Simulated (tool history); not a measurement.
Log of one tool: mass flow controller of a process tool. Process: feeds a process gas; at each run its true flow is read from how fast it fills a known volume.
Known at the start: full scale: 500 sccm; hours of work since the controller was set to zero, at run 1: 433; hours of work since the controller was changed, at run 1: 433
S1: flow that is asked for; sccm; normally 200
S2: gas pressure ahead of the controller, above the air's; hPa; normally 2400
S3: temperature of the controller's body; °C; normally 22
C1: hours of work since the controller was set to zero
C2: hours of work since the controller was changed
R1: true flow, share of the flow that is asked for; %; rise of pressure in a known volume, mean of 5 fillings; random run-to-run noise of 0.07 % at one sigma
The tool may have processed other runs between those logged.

| run | hour | S1 | S2 | S3 | C1 | C2 | R1 |
|---|---|---|---|---|---|---|---|
| 1 | 0.0 | 200 | 2400 | 22 | 433 | 433 | 97.74 |
| 2 | 39.4 | 201 | 2400 | 22 | 464 | 464 | 97.73 |
| 3 | 74.6 | 201 | 2400 | 22 | 492 | 492 | 97.65 |
| 4 | 149.8 | 201 | 2400 | 22 | 551 | 551 | 97.67 |
| 5 | 200.0 | 200 | 2400 | 24 | 591 | 591 | 97.85 |
| 6 | 238.4 | 200 | 2400 | 24 | 621 | 621 | 97.75 |
| 7 | 302.6 | 200 | 2400 | 24 | 672 | 672 | 97.63 |
| 8 | 371.7 | 200 | 2400 | 24 | 727 | 727 | 97.58 |
| 9 | 416.3 | 200 | 2400 | 22 | 762 | 762 | 97.50 |
| 10 | 478.7 | 200 | 2400 | 22 | 812 | 812 | 97.62 |
| 11 | 541.3 | 71 | 2400 | 22 | 861 | 861 | 96.25 |
| 12 | 610.2 | 71 | 2400 | 22 | 916 | 916 | 96.16 |
| 13 | 679.7 | 200 | 2400 | 22 | 971 | 971 | 97.39 |
| 14 | 743.7 | 200 | 2400 | 22 | 1022 | 1022 | 97.32 |
| 15 | 807.5 | 200 | 2400 | 22 | 1072 | 1072 | 97.20 |
| 16 | 849.3 | 200 | 2400 | 22 | 1105 | 1105 | 97.16 |
| 17 | 916.5 | 200 | 2400 | 22 | 1158 | 1158 | 97.13 |
| 18 | 952.6 | 200 | 2400 | 22 | 1187 | 1187 | 97.25 |
| 19 | 1005.6 | 200 | 2400 | 22 | 1229 | 1229 | 97.17 |
| 20 | 1069.5 | 200 | 2400 | 22 | 1280 | 1280 | 97.15 |
| 21 | 1108.2 | 200 | 2400 | 22 | 1310 | 1310 | 97.25 |
| 22 | 1140.2 | 200 | 1620 | 22 | 1336 | 1336 | 97.34 |
| 23 | 1201.3 | 200 | 1620 | 22 | 1384 | 1384 | 97.41 |
| 24 | 1276.6 | 200 | 1620 | 22 | 1444 | 1444 | 97.35 |
| 25 | 1322.6 | 200 | 1620 | 22 | 1480 | 1480 | 97.30 |
| 26 | 1372.3 | 336 | 2370 | 27 | 1519 | 1519 | 98.30 |
| 27 | 1447.7 | 83 | 2050 | 27 | 1579 | 1579 | 95.98 |
| 28 | 1502.7 | 492 | 1730 | 25 | 1623 | 1623 | 99.28 |
| 29 | 1558.6 | 492 | 1730 | 25 | 1667 | 1667 | 99.34 |
| 30 | 1610.4 | 86 | 1470 | 23 | 1708 | 1708 | 95.83 |

What will run 31 give?
| 31 | 1687.0 | 97 | 1450 | 39 | 1769 | 1769 | ? |

Run 31 gave R1 96.73 %.
Minus the tool's unlogged condition, the same run would have read R1 98.33 %.
